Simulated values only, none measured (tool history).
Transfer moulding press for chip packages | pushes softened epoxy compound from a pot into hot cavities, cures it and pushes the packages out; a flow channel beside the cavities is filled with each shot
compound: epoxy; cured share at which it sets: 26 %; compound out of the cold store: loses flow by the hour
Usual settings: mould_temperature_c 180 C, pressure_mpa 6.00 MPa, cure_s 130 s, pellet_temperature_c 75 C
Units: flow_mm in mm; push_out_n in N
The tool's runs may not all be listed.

run   hour  mould_temperature_c  pressure_mpa  cure_s  pellet_temperature_c  incoming compound's hours out of the cold store  flow_mm  push_out_n
  1    0.0                  180          6.00     130                    75                                             33.9      608         324
  2    8.0                  180          6.00     130                    75                                             33.2      610         345
      15.6  -- cavities cleaned with cleaning compound and waxed
  3   15.6                  180          5.60     130                    75                                             28.3      606         190
  4   23.5                  180          5.60     130                    75                                             22.5      639         194
  5   30.4                  180          5.60     130                    75                                             16.2      652         215
  6   40.2                  180          5.60     130                    75                                             25.2      615         228
  7   49.9                  180          5.60     130                    75                                             38.9      552         260
  8   55.1                  180          5.60     130                    75                                             31.8      582         250
  9   61.4                  180          5.60     130                    75                                             15.0      663         260
      64.0  -- mould's thermocouples calibrated
 10   71.7                  180          5.60     130                    75                                             25.6      607         279
 11   82.0                  180          6.00     133                    75                                             47.6      546         293
      88.8  -- mould's thermocouples calibrated, once more
 12   94.9                  180          6.00     133                    75                                             22.8      650         300
 13  101.8                  180          6.00     132                    77                                             38.7      575         312
 14  111.1                  182          6.00     132                    77                                             30.2      620         313
 15  116.7                  179          6.00     130                    65                                             33.2      606         317
 16  123.4                  180          6.00     168                    67                                             36.7      581         317
 17  129.4                  185          6.36     130                    80                                             33.7      602         313
 18  135.2                  185          6.36     130                    66                                             15.5      691         324
     141.8  -- cavities cleaned with cleaning compound and waxed
 19  146.3                  185          6.36     130                    66                                             24.9      639         191
 20  157.1                  185          6.36     130                    66                                             39.6      579         198
 21  167.8                  187          6.79     130                    67                                              9.0      723         241
 22  175.4                  180          6.00     151                    75                                             46.8      543         246
 23  181.2                  180          6.00     151                    75                                             10.2      709         249
 24  190.7                  180          6.00     167                    75                                             13.5      685         272

3 ways to go on from here, each from the tool as it stands after run 24. What would each give?
  A  201.7                  180          6.42     130                    81                                             23.5        ?           ?
  B  201.7                  184          5.04     167                    75                                             19.4        ?           ?
  C  201.7                  180          5.15     134                    75                                             22.1        ?           ?

run  flow_mm  push_out_n
  A      658         287
  B      602         284
  C      602         283
Without the tool's hidden state the same runs would have given:
run  flow_mm  push_out_n
  A      687         184
  B      628         186
  C      628         181
